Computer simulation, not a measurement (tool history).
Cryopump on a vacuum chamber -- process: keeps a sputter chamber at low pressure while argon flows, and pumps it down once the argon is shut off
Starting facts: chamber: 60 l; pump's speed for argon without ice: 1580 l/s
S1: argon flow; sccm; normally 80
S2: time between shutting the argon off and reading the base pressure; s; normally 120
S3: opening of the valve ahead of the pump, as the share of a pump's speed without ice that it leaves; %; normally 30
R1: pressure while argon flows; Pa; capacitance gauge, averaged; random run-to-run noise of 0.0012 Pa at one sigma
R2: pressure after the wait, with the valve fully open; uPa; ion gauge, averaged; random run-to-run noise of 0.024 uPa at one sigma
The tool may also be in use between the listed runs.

run,hour,S1,S2,S3,R1,R2
1,0.0,80,120,30,0.2862,1.74
2,66.4,80,120,30,0.2907,1.71
3,130.2,148,120,30,0.5325,1.70
4,169.8,80,120,17,0.5036,1.83
5,244.6,80,120,17,0.5077,1.75
6,299.6,80,120,30,0.2884,1.75
7,359.7,80,120,30,0.2920,1.89
8,414.0,80,120,30,0.2910,1.87
9,471.5,80,120,30,0.2936,1.83
10,547.0,80,120,30,0.2940,1.91
11,615.1,80,120,30,0.2952,1.96
12,664.5,100,132,32,0.3462,1.79
13,722.4,65,47,18,0.3953,3.11
14,766.2,116,120,38,0.3413,2.06
15,823.1,36,38,20,0.1973,3.60
16,860.5,41,201,36,0.1282,1.69
17,926.2,53,209,43,0.1409,1.79

4 ways to go on from here, each from the tool as it stands after run 17. What would each give?
A,960.1,63,26,43,?,?
B,960.1,80,120,54,?,?
C,960.1,80,120,30,?,?
D,960.1,80,176,30,?,?

run,R1,R2
A,0.1657,4.56
B,0.1714,2.07
C,0.2995,2.07
D,0.2975,1.82
With no hidden state in the tool, these same runs would have given:
run,R1,R2
A,0.1556,3.45
B,0.1585,0.93
C,0.2866,0.92
D,0.2846,0.68

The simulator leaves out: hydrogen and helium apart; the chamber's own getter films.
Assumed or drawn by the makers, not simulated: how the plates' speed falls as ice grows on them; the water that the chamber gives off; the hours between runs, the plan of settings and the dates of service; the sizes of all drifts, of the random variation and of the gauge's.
